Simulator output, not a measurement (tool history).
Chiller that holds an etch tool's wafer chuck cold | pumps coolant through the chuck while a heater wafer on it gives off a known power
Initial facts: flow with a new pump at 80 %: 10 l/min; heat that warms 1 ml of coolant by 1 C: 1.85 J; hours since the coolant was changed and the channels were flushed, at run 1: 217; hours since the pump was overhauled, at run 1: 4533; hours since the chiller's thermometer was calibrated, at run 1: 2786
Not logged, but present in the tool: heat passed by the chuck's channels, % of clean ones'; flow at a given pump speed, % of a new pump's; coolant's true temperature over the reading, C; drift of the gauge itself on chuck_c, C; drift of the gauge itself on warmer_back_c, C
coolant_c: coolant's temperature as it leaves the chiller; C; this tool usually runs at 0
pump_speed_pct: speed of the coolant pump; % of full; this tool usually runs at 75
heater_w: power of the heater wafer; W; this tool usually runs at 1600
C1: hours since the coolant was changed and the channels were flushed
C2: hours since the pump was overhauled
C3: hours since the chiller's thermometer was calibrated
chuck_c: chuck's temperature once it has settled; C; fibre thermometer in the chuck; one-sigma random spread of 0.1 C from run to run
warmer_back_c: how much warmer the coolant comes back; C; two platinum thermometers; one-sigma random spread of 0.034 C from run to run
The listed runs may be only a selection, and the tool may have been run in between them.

run 1 hour=0 | coolant_c=0 pump_speed_pct=75 heater_w=1600 | C1=217 C2=4533 C3=2786 | chuck_c=11.9 warmer_back_c=5.95
-- hour=106.9 chiller's thermometer calibrated
run 2 hour=221.5 | coolant_c=0 pump_speed_pct=75 heater_w=1600 | C1=437 C2=4754 C3=115 | chuck_c=11.9 warmer_back_c=5.89
run 3 hour=441.9 | coolant_c=0 pump_speed_pct=75 heater_w=1600 | C1=658 C2=4974 C3=335 | chuck_c=12 warmer_back_c=5.94
run 4 hour=569.5 | coolant_c=-9 pump_speed_pct=75 heater_w=1600 | C1=785 C2=5102 C3=463 | chuck_c=3.1 warmer_back_c=5.9
-- hour=600.7 chiller's thermometer calibrated, once more
run 5 hour=756.7 | coolant_c=-9 pump_speed_pct=75 heater_w=1600 | C1=972 C2=5288 C3=156 | chuck_c=2.8 warmer_back_c=5.87
run 6 hour=905.1 | coolant_c=0 pump_speed_pct=75 heater_w=1600 | C1=1120 C2=5437 C3=304 | chuck_c=11.8 warmer_back_c=5.97
run 7 hour=1058.8 | coolant_c=0 pump_speed_pct=75 heater_w=1600 | C1=1274 C2=5590 C3=458 | chuck_c=11.8 warmer_back_c=5.93
run 8 hour=1152.4 | coolant_c=0 pump_speed_pct=75 heater_w=1600 | C1=1367 C2=5684 C3=552 | chuck_c=11.8 warmer_back_c=5.96
run 9 hour=1305.7 | coolant_c=8 pump_speed_pct=75 heater_w=1600 | C1=1521 C2=5837 C3=705 | chuck_c=20 warmer_back_c=5.9
run 10 hour=1483 | coolant_c=8 pump_speed_pct=75 heater_w=1600 | C1=1698 C2=6014 C3=882 | chuck_c=20 warmer_back_c=5.95
run 11 hour=1636.3 | coolant_c=0 pump_speed_pct=75 heater_w=921 | C1=1851 C2=6168 C3=1036 | chuck_c=7 warmer_back_c=3.47
run 12 hour=1822.5 | coolant_c=0 pump_speed_pct=75 heater_w=1600 | C1=2037 C2=6354 C3=1222 | chuck_c=12.3 warmer_back_c=6.05
run 13 hour=1957 | coolant_c=0 pump_speed_pct=75 heater_w=1600 | C1=2172 C2=6488 C3=1356 | chuck_c=12.1 warmer_back_c=5.99
run 14 hour=2163.7 | coolant_c=0 pump_speed_pct=75 heater_w=1600 | C1=2379 C2=6695 C3=1563 | chuck_c=12.3 warmer_back_c=6.01
run 15 hour=2292.1 | coolant_c=0 pump_speed_pct=75 heater_w=1600 | C1=2507 C2=6824 C3=1691 | chuck_c=12.3 warmer_back_c=5.98
run 16 hour=2508.8 | coolant_c=0 pump_speed_pct=75 heater_w=1600 | C1=2724 C2=7040 C3=1908 | chuck_c=12.4 warmer_back_c=6
run 17 hour=2681 | coolant_c=0 pump_speed_pct=80 heater_w=1600 | C1=2896 C2=7212 C3=2080 | chuck_c=11.8 warmer_back_c=5.74
run 18 hour=2832.8 | coolant_c=0 pump_speed_pct=80 heater_w=1600 | C1=3048 C2=7364 C3=2232 | chuck_c=12 warmer_back_c=5.75
run 19 hour=3056.4 | coolant_c=0 pump_speed_pct=67 heater_w=1040 | C1=3271 C2=7588 C3=2456 | chuck_c=8.9 warmer_back_c=4.45
run 20 hour=3230.4 | coolant_c=0 pump_speed_pct=60 heater_w=2192 | C1=3445 C2=7762 C3=2630 | chuck_c=20.4 warmer_back_c=10.32
run 21 hour=3390 | coolant_c=6 pump_speed_pct=75 heater_w=1865 | C1=3605 C2=7921 C3=2789 | chuck_c=20.7 warmer_back_c=7.15
-- hour=3488.9 chiller's thermometer calibrated
run 22 hour=3525 | coolant_c=6 pump_speed_pct=75 heater_w=1865 | C1=3739 C2=8055 C3=36 | chuck_c=20.5 warmer_back_c=7.18
run 23 hour=3635 | coolant_c=6 pump_speed_pct=75 heater_w=1865 | C1=3849 C2=8165 C3=146 | chuck_c=20.4 warmer_back_c=7.15
run 24 hour=3854.5 | coolant_c=1 pump_speed_pct=74 heater_w=1399 | C1=4068 C2=8385 C3=366 | chuck_c=12.1 warmer_back_c=5.42
run 25 hour=3955.5 | coolant_c=1 pump_speed_pct=100 heater_w=1399 | C1=4169 C2=8486 C3=467 | chuck_c=10.1 warmer_back_c=4.1
run 26 hour=4114.4 | coolant_c=1 pump_speed_pct=100 heater_w=1399 | C1=4328 C2=8645 C3=625 | chuck_c=10.2 warmer_back_c=4.1
run 27 hour=4312.4 | coolant_c=3 pump_speed_pct=75 heater_w=1600 | C1=4526 C2=8843 C3=823 | chuck_c=15.7 warmer_back_c=6.21
run 28 hour=4490.1 | coolant_c=3 pump_speed_pct=75 heater_w=1600 | C1=4704 C2=9021 C3=1001 | chuck_c=15.9 warmer_back_c=6.2
run 29 hour=4595.3 | coolant_c=1 pump_speed_pct=61 heater_w=1506 | C1=4809 C2=9126 C3=1106 | chuck_c=15 warmer_back_c=7.13
run 30 hour=4726.2 | coolant_c=1 pump_speed_pct=61 heater_w=1506 | C1=4940 C2=9257 C3=1237 | chuck_c=15.1 warmer_back_c=7.16
run 31 hour=4941.4 | coolant_c=1 pump_speed_pct=61 heater_w=1506 | C1=5155 C2=9472 C3=1452 | chuck_c=15.2 warmer_back_c=7.14

How would selected steps in chuck_c from run to run divide? Give the signed amount a tool lacking its hidden state would still show from settings, what came in and random variation, and the signed amount left for the hidden state, including any gauge scatter that is not in both of the compared results.
Run 5 -> 6: coolant_c -9 -> 0. chuck_c +9 C: hidden state +0.2, all else +8.8.
Run 10 -> 11: coolant_c 8 -> 0, heater_w 1600 -> 921. chuck_c -13 C: hidden state -0.4, all else -12.6.
Run 19 -> 20: pump_speed_pct 67 -> 60, heater_w 1040 -> 2192. chuck_c +11.5 C: hidden state +1.4, all else +10.1.
Run 20 -> 21: coolant_c 0 -> 6, pump_speed_pct 60 -> 75, heater_w 2192 -> 1865. chuck_c +0.3 C: hidden state -0.6, all else +0.9.
Run 26 -> 27: coolant_c 1 -> 3, pump_speed_pct 100 -> 75, heater_w 1399 -> 1600. chuck_c +5.5 C: hidden state +0.6, all else +4.9.
